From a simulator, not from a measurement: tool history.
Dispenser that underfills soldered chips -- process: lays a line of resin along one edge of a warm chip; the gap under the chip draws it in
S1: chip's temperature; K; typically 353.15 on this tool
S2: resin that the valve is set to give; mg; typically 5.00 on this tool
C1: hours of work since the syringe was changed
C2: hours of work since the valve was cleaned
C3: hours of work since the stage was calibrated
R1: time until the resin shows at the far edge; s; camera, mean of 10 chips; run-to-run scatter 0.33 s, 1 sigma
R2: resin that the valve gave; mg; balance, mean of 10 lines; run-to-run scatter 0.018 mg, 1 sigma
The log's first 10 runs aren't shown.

{"run": 11, "hour": 48.7, "S1": 352.15, "S2": 5.0, "C1": 6, "C2": 6, "C3": 126, "R1": 23.7, "R2": 5.0}
{"hour": 50.5, "done": "new syringe of resin"}
{"run": 12, "hour": 53.2, "S1": 352.15, "S2": 5.0, "C1": 2, "C2": 8, "C3": 129, "R1": 17.7, "R2": 4.97}
{"run": 13, "hour": 59.1, "S1": 352.15, "S2": 5.0, "C1": 6, "C2": 13, "C3": 133, "R1": 23.4, "R2": 4.96}
{"hour": 61.3, "done": "new syringe of resin"}
{"run": 14, "hour": 65.2, "S1": 353.15, "S2": 6.18, "C1": 3, "C2": 16, "C3": 137, "R1": 18.1, "R2": 6.15}
{"run": 15, "hour": 68.4, "S1": 353.15, "S2": 6.18, "C1": 5, "C2": 19, "C3": 139, "R1": 20.8, "R2": 6.09}
{"hour": 71.8, "done": "new syringe of resin"}
{"run": 16, "hour": 72.1, "S1": 353.15, "S2": 6.18, "C1": 0, "C2": 21, "C3": 142, "R1": 15.0, "R2": 6.08}
{"run": 17, "hour": 75.4, "S1": 344.15, "S2": 5.0, "C1": 2, "C2": 23, "C3": 144, "R1": 28.2, "R2": 4.87}
{"run": 18, "hour": 80.4, "S1": 344.15, "S2": 5.0, "C1": 6, "C2": 27, "C3": 148, "R1": 35.9, "R2": 4.92}
{"hour": 82.5, "done": "new syringe of resin"}
{"run": 19, "hour": 88.3, "S1": 342.15, "S2": 4.38, "C1": 4, "C2": 32, "C3": 153, "R1": 34.5, "R2": 4.26}
{"hour": 93.4, "done": "new syringe of resin"}
{"run": 20, "hour": 94.2, "S1": 342.15, "S2": 4.38, "C1": 1, "C2": 36, "C3": 157, "R1": 27.7, "R2": 4.25}
{"run": 21, "hour": 101.4, "S1": 353.15, "S2": 6.45, "C1": 6, "C2": 41, "C3": 162, "R1": 22.3, "R2": 6.26}
{"hour": 104.1, "done": "new syringe of resin"}
{"hour": 107.5, "done": "dispensing valve cleaned and set on the balance"}
{"run": 22, "hour": 109.0, "S1": 353.15, "S2": 6.45, "C1": 3, "C2": 1, "C3": 166, "R1": 17.3, "R2": 6.43}
{"hour": 115.8, "done": "new syringe of resin"}
{"run": 23, "hour": 116.2, "S1": 353.15, "S2": 6.45, "C1": 0, "C2": 6, "C3": 171, "R1": 15.0, "R2": 6.43}
{"run": 24, "hour": 120.4, "S1": 345.15, "S2": 4.48, "C1": 3, "C2": 9, "C3": 174, "R1": 28.0, "R2": 4.45}
{"hour": 126.7, "done": "new syringe of resin"}
{"run": 25, "hour": 128.2, "S1": 343.15, "S2": 4.93, "C1": 1, "C2": 14, "C3": 179, "R1": 26.6, "R2": 4.86}
{"run": 26, "hour": 133.5, "S1": 342.15, "S2": 6.01, "C1": 5, "C2": 18, "C3": 182, "R1": 35.6, "R2": 5.93}
{"hour": 137.4, "done": "new syringe of resin"}
{"run": 27, "hour": 138.6, "S1": 364.15, "S2": 5.66, "C1": 1, "C2": 21, "C3": 186, "R1": 9.6, "R2": 5.59}
{"run": 28, "hour": 145.6, "S1": 347.15, "S2": 4.46, "C1": 6, "C2": 26, "C3": 191, "R1": 31.2, "R2": 4.41}
{"hour": 148.2, "done": "new syringe of resin"}
{"run": 29, "hour": 149.1, "S1": 356.15, "S2": 4.46, "C1": 1, "C2": 28, "C3": 193, "R1": 13.8, "R2": 4.36}
{"run": 30, "hour": 154.0, "S1": 343.15, "S2": 4.66, "C1": 4, "C2": 31, "C3": 196, "R1": 33.7, "R2": 4.57}
{"hour": 158.8, "done": "new syringe of resin"}
{"run": 31, "hour": 161.1, "S1": 342.15, "S2": 6.32, "C1": 2, "C2": 36, "C3": 201, "R1": 28.8, "R2": 6.12}
{"run": 32, "hour": 166.0, "S1": 342.15, "S2": 6.32, "C1": 5, "C2": 39, "C3": 204, "R1": 36.5, "R2": 6.16}
{"hour": 169.3, "done": "new syringe of resin"}
{"run": 33, "hour": 171.8, "S1": 342.15, "S2": 6.32, "C1": 2, "C2": 43, "C3": 208, "R1": 29.6, "R2": 6.12}
{"hour": 174.4, "done": "dispensing valve cleaned and set on the balance"}
{"run": 34, "hour": 176.7, "S1": 342.15, "S2": 6.32, "C1": 4, "C2": 2, "C3": 211, "R1": 35.4, "R2": 6.3}
{"hour": 180.7, "done": "new syringe of resin"}
{"run": 35, "hour": 183.1, "S1": 352.15, "S2": 4.38, "C1": 2, "C2": 6, "C3": 215, "R1": 18.3, "R2": 4.37}

Below are 5 alternative next runs, each starting from the tool's condition after run 35. Predict each:
{"run": "A", "hour": 190.0, "S1": 359.15, "S2": 5.16, "C1": 6, "C2": 11, "C3": 220, "R1": "?", "R2": "?"}
{"run": "B", "hour": 190.0, "S1": 353.15, "S2": 4.38, "C1": 6, "C2": 11, "C3": 220, "R1": "?", "R2": "?"}
{"run": "C", "hour": 190.0, "S1": 353.15, "S2": 5.11, "C1": 6, "C2": 11, "C3": 220, "R1": "?", "R2": "?"}
{"run": "D", "hour": 190.0, "S1": 353.15, "S2": 5.16, "C1": 6, "C2": 11, "C3": 220, "R1": "?", "R2": "?"}
{"run": "E", "hour": 190.0, "S1": 347.15, "S2": 4.52, "C1": 6, "C2": 11, "C3": 220, "R1": "?", "R2": "?"}

run=A R1=18.3 R2=5.12
run=B R1=24.6 R2=4.32
run=C R1=24.2 R2=5.06
run=D R1=24.6 R2=5.13
run=E R1=33.5 R2=4.51
Had the tool no hidden state, the same runs would have come out as:
run=A R1=10.9 R2=5.16
run=B R1=14.6 R2=4.35
run=C R1=14.4 R2=5.10
run=D R1=14.6 R2=5.17
run=E R1=19.9 R2=4.54

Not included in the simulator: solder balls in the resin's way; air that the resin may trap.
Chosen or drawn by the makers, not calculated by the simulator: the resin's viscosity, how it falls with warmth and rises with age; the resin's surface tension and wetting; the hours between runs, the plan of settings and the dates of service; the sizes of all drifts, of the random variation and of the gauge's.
